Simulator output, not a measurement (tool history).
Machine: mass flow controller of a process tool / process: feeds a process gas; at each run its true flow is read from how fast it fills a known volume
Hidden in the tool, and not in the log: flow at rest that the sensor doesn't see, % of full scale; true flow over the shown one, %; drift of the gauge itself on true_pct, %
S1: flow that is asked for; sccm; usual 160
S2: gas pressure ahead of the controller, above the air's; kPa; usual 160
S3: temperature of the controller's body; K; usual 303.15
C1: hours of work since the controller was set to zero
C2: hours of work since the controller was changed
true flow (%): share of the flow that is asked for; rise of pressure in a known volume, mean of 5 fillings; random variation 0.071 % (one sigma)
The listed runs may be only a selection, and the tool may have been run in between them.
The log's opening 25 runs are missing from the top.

run 26 hour=1737.9 | S1=39 S2=212 S3=295.15 | C1=1719 C2=1719 | true_flow_(%)=95.39
run 27 hour=1794.8 | S1=93 S2=273 S3=296.15 | C1=1764 C2=1764 | true_flow_(%)=97.14
run 28 hour=1853.8 | S1=64 S2=160 S3=300.15 | C1=1811 C2=1811 | true_flow_(%)=96.90
run 29 hour=1934.8 | S1=64 S2=160 S3=300.15 | C1=1874 C2=1874 | true_flow_(%)=96.88
run 30 hour=2024.3 | S1=25 S2=222 S3=303.15 | C1=1945 C2=1945 | true_flow_(%)=94.38
-- hour=2030.9 controller's zero set anew
run 31 hour=2076.6 | S1=25 S2=222 S3=303.15 | C1=36 C2=1986 | true_flow_(%)=93.51
run 32 hour=2163.6 | S1=160 S2=160 S3=299.15 | C1=105 C2=2054 | true_flow_(%)=98.71
run 33 hour=2218.3 | S1=160 S2=224 S3=299.15 | C1=148 C2=2097 | true_flow_(%)=98.55
run 34 hour=2302.9 | S1=160 S2=224 S3=299.15 | C1=214 C2=2164 | true_flow_(%)=98.47
run 35 hour=2380.5 | S1=150 S2=226 S3=304.15 | C1=275 C2=2225 | true_flow_(%)=98.60
-- hour=2414.8 controller's zero set anew, once more
run 36 hour=2471.1 | S1=150 S2=226 S3=304.15 | C1=44 C2=2296 | true_flow_(%)=99.30
run 37 hour=2558.0 | S1=134 S2=180 S3=304.15 | C1=113 C2=2364 | true_flow_(%)=99.10
run 38 hour=2602.4 | S1=28 S2=180 S3=299.15 | C1=148 C2=2399 | true_flow_(%)=97.01
run 39 hour=2649.1 | S1=28 S2=180 S3=299.15 | C1=185 C2=2436 | true_flow_(%)=96.92
run 40 hour=2728.2 | S1=45 S2=240 S3=311.15 | C1=247 C2=2498 | true_flow_(%)=97.88
run 41 hour=2794.5 | S1=160 S2=147 S3=303.15 | C1=299 C2=2551 | true_flow_(%)=99.57
run 42 hour=2863.2 | S1=43 S2=168 S3=303.15 | C1=353 C2=2605 | true_flow_(%)=97.41
run 43 hour=2933.2 | S1=83 S2=252 S3=295.15 | C1=408 C2=2660 | true_flow_(%)=97.51
run 44 hour=3016.2 | S1=160 S2=234 S3=297.15 | C1=474 C2=2725 | true_flow_(%)=98.92
run 45 hour=3074.4 | S1=118 S2=262 S3=297.15 | C1=519 C2=2771 | true_flow_(%)=98.08

Consider 4 possible next runs. They are alternatives, not a sequence: every one starts from the tool as it was left by run 45. What does each give?
run A hour=3162.5 | S1=95 S2=158 S3=303.15 | C1=589 C2=2840 | true_flow_(%)=?
run B hour=3162.5 | S1=176 S2=262 S3=306.15 | C1=589 C2=2840 | true_flow_(%)=?
run C hour=3162.5 | S1=50 S2=207 S3=297.15 | C1=589 C2=2840 | true_flow_(%)=?
run D hour=3162.5 | S1=118 S2=217 S3=297.15 | C1=589 C2=2840 | true_flow_(%)=?

run=A true_flow_(%)=98.21
run=B true_flow_(%)=99.51
run=C true_flow_(%)=96.80
run=D true_flow_(%)=98.08
With no hidden state in the tool, these same runs would have given:
run=A true_flow_(%)=98.87
run=B true_flow_(%)=100.03
run=C true_flow_(%)=97.74
run=D true_flow_(%)=98.68
